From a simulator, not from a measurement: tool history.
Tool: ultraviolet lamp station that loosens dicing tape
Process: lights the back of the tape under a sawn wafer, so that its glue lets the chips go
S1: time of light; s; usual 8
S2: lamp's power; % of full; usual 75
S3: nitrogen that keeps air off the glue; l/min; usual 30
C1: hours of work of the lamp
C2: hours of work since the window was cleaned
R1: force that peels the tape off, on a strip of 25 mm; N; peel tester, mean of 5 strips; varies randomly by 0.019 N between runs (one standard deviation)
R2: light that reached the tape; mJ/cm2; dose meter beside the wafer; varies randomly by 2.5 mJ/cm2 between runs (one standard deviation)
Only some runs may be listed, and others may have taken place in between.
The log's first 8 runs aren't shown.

run     day  S1  S2  S3   C1   C2     R1   R2
  9   5.821   8  75  30  545  374  0.918  284
 10   6.704   8  75  30  556  385  0.925  287
 11   7.412   8  75  30  565  394  0.943  283
 12   8.154   8  75  30  574  404  0.937  287
 13   9.071   5  75  30  586  415  1.825  176
 14    9.75   5  75  30  595  424  1.855  179
 15   10.65   8  75  30  606  435  0.895  286
 16  11.358   8  75  30  615  444  0.922  285
 17  11.996  10  75  30  623  453  0.614  357
 18  12.729  15  75  30  633  462   0.34  537
 19  13.367  15  75  30  641  470   0.34  532
 20   13.85  12  75  30  647  476   0.46  425
 21  14.725  12  75  30  658  487  0.468  426
 22  15.333  12  75  30  666  495   0.46  427
 23  16.158   8  75  47  676  506  0.819  286
 24  17.096   7  87  47  688  518  0.828  294
 25  17.842   7  87  47  698  527  0.808  288
 26  18.612  10  99  15  708  537  0.502  472
 27  19.012   8  80  26  713  542  0.891  304
 28  19.433   8  85  37  718  547  0.693  325

Predict the results of run 29:
 29  20.383   5  80  17  730  559   ?   ?

{"run 29": {"R1": 1.952, "R2": 192}}
With no hidden state in the tool, this same run would have given R1 1.943 N, R2 193 mJ/cm2.

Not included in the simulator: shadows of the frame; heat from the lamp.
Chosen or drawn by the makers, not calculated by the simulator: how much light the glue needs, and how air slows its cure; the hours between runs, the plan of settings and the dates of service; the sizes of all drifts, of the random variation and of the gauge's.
